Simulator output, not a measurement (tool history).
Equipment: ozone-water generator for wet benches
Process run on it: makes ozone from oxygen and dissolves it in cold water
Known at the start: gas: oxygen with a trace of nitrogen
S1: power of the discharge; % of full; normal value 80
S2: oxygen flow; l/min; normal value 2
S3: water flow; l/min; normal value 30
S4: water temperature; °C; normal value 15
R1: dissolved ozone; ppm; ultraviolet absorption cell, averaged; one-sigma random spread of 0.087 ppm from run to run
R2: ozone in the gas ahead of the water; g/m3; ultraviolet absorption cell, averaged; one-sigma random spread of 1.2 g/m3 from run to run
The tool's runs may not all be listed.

run 1 day=0 | S1=80 S2=2 S3=30 S4=15 | R1=9.18 R2=197.9
run 2 day=4.925 | S1=80 S2=2.19 S3=30 S4=15 | R1=9.49 R2=188.4
run 3 day=10.604 | S1=80 S2=2.19 S3=30 S4=15 | R1=9.4 R2=187.5
run 4 day=19.567 | S1=80 S2=2.19 S3=30 S4=15 | R1=9.35 R2=186.2
run 5 day=28.788 | S1=80 S2=2.19 S3=30 S4=15 | R1=9.39 R2=186.5
run 6 day=35.95 | S1=80 S2=2 S3=30 S4=8 | R1=9.05 R2=193.6
run 7 day=44.217 | S1=80 S2=2 S3=30 S4=8 | R1=9.05 R2=192.8
run 8 day=52.283 | S1=63 S2=2.23 S3=39 S4=8 | R1=5.96 R2=154.5
run 9 day=56.942 | S1=63 S2=3.06 S3=23 S4=8 | R1=11.45 R2=130.7
run 10 day=61.408 | S1=63 S2=3.06 S3=23 S4=8 | R1=11.46 R2=129.2
run 11 day=69.571 | S1=47 S2=3.54 S3=23 S4=8 | R1=9.66 R2=97.9

Below are 4 alternative next runs, each starting from the tool's condition after run 11. Predict each:
run A day=77.062 | S1=80 S2=2.42 S3=26 S4=21 | R1=? R2=?
run B day=77.062 | S1=53 S2=1.58 S3=23 S4=14 | R1=? R2=?
run C day=77.062 | S1=84 S2=1.29 S3=23 S4=10 | R1=? R2=?
run D day=77.062 | S1=47 S2=2.21 S3=23 S4=8 | R1=? R2=?

run=A R1=9.97 R2=170.3
run=B R1=7.9 R2=160
run=C R1=10.01 R2=242.2
run=D R1=8.26 R2=123.3
Stripped of hidden state, with their random variation kept, the same runs would have yielded:
run=A R1=12.12 R2=199.2
run=B R1=9.14 R2=179.2
run=C R1=12.19 R2=284.8
run=D R1=9.46 R2=136.4
